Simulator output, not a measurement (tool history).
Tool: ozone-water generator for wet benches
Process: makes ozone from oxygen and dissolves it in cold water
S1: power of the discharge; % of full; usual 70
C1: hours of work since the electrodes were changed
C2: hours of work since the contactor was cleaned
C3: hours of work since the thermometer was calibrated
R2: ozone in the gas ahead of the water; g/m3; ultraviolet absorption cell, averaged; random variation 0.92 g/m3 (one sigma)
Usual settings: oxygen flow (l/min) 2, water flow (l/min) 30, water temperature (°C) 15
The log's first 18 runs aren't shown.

{"run": 19, "day": 66.283, "S1": 68, "oxygen flow (l/min)": 2, "water flow (l/min)": 39, "water temperature (°C)": 7, "C1": 3704, "C2": 2823, "C3": 2823, "dissolved ozone (ppm)": 4.6, "R2": 133.3}
{"run": 20, "day": 70.538, "S1": 43, "oxygen flow (l/min)": 1.42, "water flow (l/min)": 48, "water temperature (°C)": 18, "C1": 3777, "C2": 2896, "C3": 2896, "dissolved ozone (ppm)": 2, "R2": 115.1}
{"run": 21, "day": 72.962, "S1": 43, "oxygen flow (l/min)": 1.42, "water flow (l/min)": 48, "water temperature (°C)": 18, "C1": 3818, "C2": 2937, "C3": 2937, "dissolved ozone (ppm)": 1.9, "R2": 116.2}
{"run": 22, "day": 76.292, "S1": 43, "oxygen flow (l/min)": 1.42, "water flow (l/min)": 48, "water temperature (°C)": 18, "C1": 3875, "C2": 2994, "C3": 2994, "dissolved ozone (ppm)": 2, "R2": 117.8}
{"run": 23, "day": 80.367, "S1": 43, "oxygen flow (l/min)": 1.42, "water flow (l/min)": 48, "water temperature (°C)": 18, "C1": 3945, "C2": 3064, "C3": 3064, "dissolved ozone (ppm)": 2, "R2": 115.7}
{"run": 24, "day": 83.783, "S1": 70, "oxygen flow (l/min)": 1.31, "water flow (l/min)": 24, "water temperature (°C)": 15, "C1": 4003, "C2": 3122, "C3": 3122, "dissolved ozone (ppm)": 6.7, "R2": 170.3}
{"run": 25, "day": 87.879, "S1": 70, "oxygen flow (l/min)": 1.04, "water flow (l/min)": 30, "water temperature (°C)": 14, "C1": 4073, "C2": 3192, "C3": 3192, "dissolved ozone (ppm)": 4.7, "R2": 193.7}
{"run": 26, "day": 91.9, "S1": 58, "oxygen flow (l/min)": 1.14, "water flow (l/min)": 30, "water temperature (°C)": 20, "C1": 4142, "C2": 3261, "C3": 3261, "dissolved ozone (ppm)": 4.2, "R2": 160}
{"run": 27, "day": 95.654, "S1": 98, "oxygen flow (l/min)": 2, "water flow (l/min)": 30, "water temperature (°C)": 15, "C1": 4206, "C2": 3325, "C3": 3325, "dissolved ozone (ppm)": 7.5, "R2": 170.3}
{"run": 28, "day": 98.062, "S1": 98, "oxygen flow (l/min)": 2, "water flow (l/min)": 30, "water temperature (°C)": 15, "C1": 4247, "C2": 3366, "C3": 3366, "dissolved ozone (ppm)": 7.5, "R2": 170.1}
{"run": 29, "day": 102.521, "S1": 98, "oxygen flow (l/min)": 2, "water flow (l/min)": 30, "water temperature (°C)": 15, "C1": 4324, "C2": 3442, "C3": 3442, "dissolved ozone (ppm)": 7.7, "R2": 169.7}
{"run": 30, "day": 105.921, "S1": 44, "oxygen flow (l/min)": 2, "water flow (l/min)": 30, "water temperature (°C)": 15, "C1": 4382, "C2": 3500, "C3": 3500, "dissolved ozone (ppm)": 4.3, "R2": 96.7}
{"run": 31, "day": 110.529, "S1": 44, "oxygen flow (l/min)": 2, "water flow (l/min)": 30, "water temperature (°C)": 15, "C1": 4460, "C2": 3579, "C3": 3579, "dissolved ozone (ppm)": 4.3, "R2": 96.6}
{"run": 32, "day": 115.104, "S1": 93, "oxygen flow (l/min)": 2, "water flow (l/min)": 30, "water temperature (°C)": 15, "C1": 4539, "C2": 3657, "C3": 3657, "dissolved ozone (ppm)": 7.2, "R2": 161.7}
{"run": 33, "day": 119.038, "S1": 93, "oxygen flow (l/min)": 2, "water flow (l/min)": 30, "water temperature (°C)": 15, "C1": 4606, "C2": 3725, "C3": 3725, "dissolved ozone (ppm)": 7.2, "R2": 163.7}

Forecast each of these 4 alternatives for the next run:
{"run": "A", "day": 124.029, "S1": 93, "oxygen flow (l/min)": 2, "water flow (l/min)": 44, "water temperature (°C)": 15, "C1": 4691, "C2": 3810, "C3": 3810, "dissolved ozone (ppm)": "?", "R2": "?"}
{"run": "B", "day": 124.029, "S1": 70, "oxygen flow (l/min)": 2, "water flow (l/min)": 32, "water temperature (°C)": 8, "C1": 4691, "C2": 3810, "C3": 3810, "dissolved ozone (ppm)": "?", "R2": "?"}
{"run": "C", "day": 124.029, "S1": 49, "oxygen flow (l/min)": 2.1, "water flow (l/min)": 30, "water temperature (°C)": 15, "C1": 4691, "C2": 3810, "C3": 3810, "dissolved ozone (ppm)": "?", "R2": "?"}
{"run": "D", "day": 124.029, "S1": 70, "oxygen flow (l/min)": 2, "water flow (l/min)": 30, "water temperature (°C)": 13, "C1": 4691, "C2": 3810, "C3": 3810, "dissolved ozone (ppm)": "?", "R2": "?"}

run=A dissolved_ozone_(ppm)=4.7 R2=160.7
run=B dissolved_ozone_(ppm)=5.7 R2=132.1
run=C dissolved_ozone_(ppm)=4.7 R2=100.8
run=D dissolved_ozone_(ppm)=5.9 R2=131.1
Without the tool's hidden state the same runs would have given:
run=A dissolved_ozone_(ppm)=5.8 R2=192.2
run=B dissolved_ozone_(ppm)=6.8 R2=153.2
run=C dissolved_ozone_(ppm)=5.4 R2=112.3
run=D dissolved_ozone_(ppm)=7 R2=152
